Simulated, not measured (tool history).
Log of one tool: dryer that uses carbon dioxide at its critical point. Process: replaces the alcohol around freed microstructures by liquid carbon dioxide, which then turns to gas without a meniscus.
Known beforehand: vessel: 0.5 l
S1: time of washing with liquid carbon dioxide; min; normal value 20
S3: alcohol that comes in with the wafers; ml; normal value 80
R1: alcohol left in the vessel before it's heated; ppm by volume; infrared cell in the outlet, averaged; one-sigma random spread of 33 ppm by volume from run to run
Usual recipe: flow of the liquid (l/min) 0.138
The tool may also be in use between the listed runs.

Run 1, hour 0.0: usual settings. Result: R1 3940 ppm by volume.
Run 2, hour 11.7: usual settings. Result: R1 3908 ppm by volume.
Run 3, hour 16.5: usual settings. Result: R1 3985 ppm by volume.
Run 4, hour 28.4: usual settings. Result: R1 3907 ppm by volume.
Run 5, hour 34.0: usual settings. Result: R1 4003 ppm by volume.
Run 6, hour 41.6: usual settings. Result: R1 4140 ppm by volume.
Run 7, hour 47.3: usual settings. Result: R1 4054 ppm by volume.
Run 8, hour 57.7: usual settings. Result: R1 4137 ppm by volume.
Run 9, hour 67.6: usual settings but S3 40 ml. Result: R1 2082 ppm by volume.
Run 10, hour 78.8: usual settings but S3 40 ml. Result: R1 2124 ppm by volume.
Run 11, hour 88.7: usual settings but S3 40 ml. Result: R1 2180 ppm by volume.
Run 12, hour 95.6: usual settings but S3 40 ml. Result: R1 2155 ppm by volume.
Run 13, hour 106.3: usual settings but S3 40 ml. Result: R1 2202 ppm by volume.
Run 14, hour 111.7: usual settings but S3 40 ml. Result: R1 2236 ppm by volume.
Run 15, hour 117.1: usual settings but flow of the liquid (l/min) 0.133, S3 61 ml. Result: R1 3881 ppm by volume.
Run 16, hour 125.5: usual settings but flow of the liquid (l/min) 0.151, S3 37 ml. Result: R1 1472 ppm by volume.
Run 17, hour 135.4: usual settings but S1 13 min, S3 61 ml. Result: R1 12025 ppm by volume.
Run 18, hour 143.4: usual settings but S1 16 min, flow of the liquid (l/min) 0.118, S3 61 ml. Result: R1 10797 ppm by volume.
Run 19, hour 152.7: usual settings but S1 22 min, flow of the liquid (l/min) 0.149, S3 31 ml. Result: R1 936 ppm by volume.
Run 20, hour 163.2: usual settings but S1 22 min, flow of the liquid (l/min) 0.149, S3 31 ml. Result: R1 931 ppm by volume.
Run 21, hour 173.4: usual settings but S1 23 min, flow of the liquid (l/min) 0.100, S3 77 ml. Result: R1 8193 ppm by volume.
Run 22, hour 185.4: usual settings but flow of the liquid (l/min) 0.110, S3 65 ml. Result: R1 7901 ppm by volume.
Run 23, hour 193.4: usual settings but S1 28 min, flow of the liquid (l/min) 0.147, S3 65 ml. Result: R1 725 ppm by volume.
At hour 196.1: inlet filter changed.
Run 24, hour 203.4: usual settings but S1 28 min, flow of the liquid (l/min) 0.147, S3 65 ml. Result: R1 257 ppm by volume.
Run 25, hour 208.9: usual settings but S3 51 ml. Result: R1 1479 ppm by volume.

Branching from run 25: 4 alternative next runs. What would each branch give?
Run A, hour 216.6: usual settings but S1 14 min, flow of the liquid (l/min) 0.202, S3 47 ml. Result: R1 ?.
Run B, hour 216.6: usual settings but S1 16 min. Result: R1 ?.
Run C, hour 216.6: usual settings but S1 24 min, flow of the liquid (l/min) 0.228, S3 51 ml. Result: R1 ?.
Run D, hour 216.6: usual settings but S3 50 ml. Result: R1 ?.

run    R1
  A  1202
  B  5255
  C    60
  D  1425
With no hidden state in the tool, these same runs would have given:
run    R1
  A  1143
  B  5129
  C    28
  D  1363
